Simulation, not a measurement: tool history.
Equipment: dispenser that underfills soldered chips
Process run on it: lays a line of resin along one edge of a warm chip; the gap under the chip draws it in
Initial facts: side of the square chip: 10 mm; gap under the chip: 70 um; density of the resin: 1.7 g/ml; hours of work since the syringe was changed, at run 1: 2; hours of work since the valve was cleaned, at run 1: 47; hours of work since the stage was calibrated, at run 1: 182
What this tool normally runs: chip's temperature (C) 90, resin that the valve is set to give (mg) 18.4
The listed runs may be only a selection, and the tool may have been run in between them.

| run | hour | chip's temperature (C) | resin that the valve is set to give (mg) | hours of work since the syringe was changed | hours of work since the valve was cleaned | hours of work since the stage was calibrated | time until the resin shows at the far edge (s) | resin that the valve gave (mg) |
|---|---|---|---|---|---|---|---|---|
| 1 | 0 | 90 | 18.4 | 2 | 47 | 182 | 55.7 | 18.23 |
| 2 | 8.8 | 90 | 18.4 | 8 | 53 | 188 | 87.7 | 18.06 |
|  | 13.5 | new syringe of resin |
| 3 | 14.4 | 100 | 18.4 | 1 | 57 | 192 | 31.4 | 18.11 |
| 4 | 19.2 | 100 | 18.4 | 4 | 60 | 195 | 40.2 | 18.02 |
| 5 | 25.4 | 90 | 21.1 | 8 | 64 | 199 | 86.5 | 20.59 |
|  | 29.4 | new syringe of resin |
| 6 | 30.6 | 90 | 17.5 | 1 | 67 | 202 | 52.2 | 17.18 |
| 7 | 35.4 | 90 | 17.5 | 4 | 71 | 206 | 66.8 | 17.06 |
| 8 | 39 | 90 | 16.8 | 7 | 73 | 208 | 83.9 | 16.3 |
|  | 45.5 | new syringe of resin |
| 9 | 45.6 | 90 | 18.4 | 0 | 78 | 213 | 48.3 | 18.01 |
| 10 | 53.9 | 90 | 18.4 | 6 | 83 | 218 | 76.3 | 17.85 |
| 11 | 60.1 | 90 | 18.4 | 10 | 88 | 223 | 105.4 | 17.8 |
|  | 61.2 | new syringe of resin |
|  | 62.2 | dispensing valve cleaned and set on the balance |
| 12 | 69.7 | 90 | 18.4 | 5 | 5 | 228 | 71.2 | 18.28 |
| 13 | 74.9 | 90 | 18.4 | 9 | 9 | 232 | 95 | 18.47 |
|  | 77.9 | new syringe of resin |
| 14 | 82 | 79 | 18.4 | 3 | 13 | 236 | 104.6 | 18.36 |
| 15 | 88.7 | 79 | 18.4 | 7 | 18 | 241 | 148.1 | 18.33 |
| 16 | 93 | 79 | 18.4 | 10 | 21 | 244 | 186 | 18.43 |
|  | 93.9 | new syringe of resin |
| 17 | 97.9 | 90 | 18.4 | 3 | 24 | 247 | 59 | 18.38 |
| 18 | 102.9 | 98 | 23.6 | 6 | 28 | 251 | 51.8 | 23.63 |

Forecast run 19:
|  | 109.8 | new syringe of resin |
| 19 | 111.7 | 88 | 18.9 | 1 | 33 | 256 | ? | ? |

{"run 19": {"time until the resin shows at the far edge (s)": 59.5, "resin that the valve gave (mg)": 18.88}}
On a tool with no hidden condition, and with the same random variation, this run would have come out at time until the resin shows at the far edge (s) 50.3, resin that the valve gave (mg) 19.05.
